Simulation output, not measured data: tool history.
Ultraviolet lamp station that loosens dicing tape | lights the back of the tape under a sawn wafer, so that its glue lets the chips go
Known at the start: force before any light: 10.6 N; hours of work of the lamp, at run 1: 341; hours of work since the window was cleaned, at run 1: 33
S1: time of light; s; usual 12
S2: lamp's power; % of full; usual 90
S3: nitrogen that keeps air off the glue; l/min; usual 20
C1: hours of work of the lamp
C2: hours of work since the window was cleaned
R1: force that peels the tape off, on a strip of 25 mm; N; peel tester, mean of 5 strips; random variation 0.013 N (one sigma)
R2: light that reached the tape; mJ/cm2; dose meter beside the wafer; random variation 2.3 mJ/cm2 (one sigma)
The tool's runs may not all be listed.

| run | hour | S1 | S2 | S3 | C1 | C2 | R1 | R2 |
|---|---|---|---|---|---|---|---|---|
| 1 | 0.0 | 12 | 90 | 20 | 341 | 33 | 0.614 | 240 |
| 2 | 14.5 | 12 | 90 | 20 | 352 | 44 | 0.623 | 247 |
| 3 | 26.5 | 12 | 90 | 20 | 360 | 52 | 0.614 | 241 |
| 4 | 37.4 | 12 | 90 | 20 | 368 | 60 | 0.617 | 242 |
| 5 | 58.8 | 12 | 90 | 20 | 384 | 76 | 0.570 | 243 |
| 6 | 67.9 | 12 | 90 | 20 | 390 | 82 | 0.621 | 244 |
| 7 | 85.3 | 12 | 90 | 23 | 403 | 95 | 0.508 | 241 |
| 8 | 104.5 | 12 | 90 | 23 | 417 | 109 | 0.544 | 242 |
| 9 | 121.1 | 12 | 90 | 23 | 429 | 121 | 0.528 | 243 |
| 10 | 140.8 | 17 | 90 | 20 | 444 | 136 | 0.259 | 344 |
| 11 | 153.3 | 17 | 90 | 20 | 453 | 145 | 0.254 | 348 |
| 12 | 174.5 | 17 | 90 | 20 | 468 | 160 | 0.257 | 348 |
| 13 | 195.2 | 17 | 90 | 20 | 483 | 175 | 0.257 | 343 |
| 14 | 205.9 | 12 | 90 | 20 | 491 | 183 | 0.625 | 243 |
| 15 | 221.3 | 12 | 90 | 20 | 502 | 194 | 0.602 | 246 |
| 16 | 238.1 | 12 | 77 | 20 | 514 | 206 | 0.901 | 202 |
| 17 | 256.7 | 12 | 77 | 20 | 528 | 220 | 0.896 | 205 |
| 18 | 273.4 | 12 | 77 | 20 | 540 | 232 | 0.871 | 206 |
| 19 | 288.8 | 12 | 90 | 20 | 551 | 243 | 0.627 | 241 |
| 20 | 300.3 | 12 | 90 | 20 | 560 | 252 | 0.631 | 243 |
| 21 | 319.6 | 12 | 90 | 17 | 574 | 266 | 0.701 | 244 |
| 22 | 328.3 | 12 | 90 | 17 | 580 | 272 | 0.698 | 241 |
| 23 | 346.1 | 12 | 90 | 17 | 593 | 285 | 0.744 | 243 |
| 24 | 365.0 | 12 | 90 | 17 | 607 | 299 | 0.697 | 244 |
| 25 | 384.7 | 12 | 72 | 12 | 621 | 313 | 1.612 | 195 |
| 26 | 402.3 | 7 | 91 | 17 | 634 | 326 | 2.023 | 145 |
| 27 | 423.1 | 7 | 96 | 39 | 649 | 341 | 1.034 | 154 |
| 28 | 432.7 | 7 | 63 | 13 | 656 | 348 | 3.723 | 98 |
| 29 | 450.3 | 14 | 72 | 14 | 669 | 361 | 0.974 | 224 |
| 30 | 471.7 | 14 | 72 | 14 | 685 | 376 | 1.032 | 223 |
| 31 | 484.4 | 6 | 73 | 8 | 694 | 386 | 4.632 | 99 |
| 32 | 493.7 | 12 | 61 | 20 | 701 | 393 | 1.454 | 167 |
| 33 | 510.8 | 11 | 78 | 24 | 713 | 405 | 0.883 | 190 |
| 34 | 526.1 | 12 | 91 | 20 | 724 | 416 | 0.588 | 247 |
| 35 | 535.4 | 7 | 63 | 16 | 731 | 423 | 3.530 | 101 |
| 36 | 549.9 | 7 | 63 | 16 | 741 | 433 | 3.421 | 98 |
| 37 | 560.3 | 7 | 90 | 28 | 749 | 441 | 1.505 | 141 |
| 38 | 572.8 | 7 | 90 | 28 | 758 | 450 | 1.479 | 141 |
|  | 582.8 | lamp changed |
| 39 | 595.3 | 14 | 90 | 20 | 9 | 466 | 0.418 | 285 |
| 40 | 605.6 | 8 | 76 | 20 | 17 | 473 | 2.037 | 137 |
| 41 | 620.1 | 12 | 79 | 20 | 27 | 484 | 0.837 | 216 |
| 42 | 630.9 | 12 | 79 | 20 | 35 | 492 | 0.852 | 214 |
| 43 | 647.4 | 12 | 79 | 20 | 47 | 504 | 0.843 | 217 |

Some steps in R1 between neighbouring runs. How much of each would the tool show without its hidden state too (settings, what came in, random variation), and how much is left for the hidden state, with any gauge scatter that isn't in both results?
The hidden state here: lamp's light, % of a new lamp's; light that the window lets through, % of a clean one's; drift of the gauge itself on peel_n, %; drift of the gauge itself on dose_mj_cm2, %.
Run 27 -> 28: S2 96 -> 63, S3 39 -> 13. R1 +2.689 N: hidden state +0.005, all else +2.684.
Run 30 -> 31: S1 14 -> 6, S2 72 -> 73, S3 14 -> 8. R1 +3.600 N: hidden state +0.005, all else +3.595.
Run 31 -> 32: S1 6 -> 12, S2 73 -> 61, S3 8 -> 20. R1 -3.178 N: hidden state -0.004, all else -3.174.
Run 34 -> 35: S1 12 -> 7, S2 91 -> 63, S3 20 -> 16. R1 +2.942 N: hidden state +0.009, all else +2.933.
Run 38 -> 39: S1 7 -> 14, S3 28 -> 20, lamp changed. R1 -1.061 N: hidden state -0.010, all else -1.051.

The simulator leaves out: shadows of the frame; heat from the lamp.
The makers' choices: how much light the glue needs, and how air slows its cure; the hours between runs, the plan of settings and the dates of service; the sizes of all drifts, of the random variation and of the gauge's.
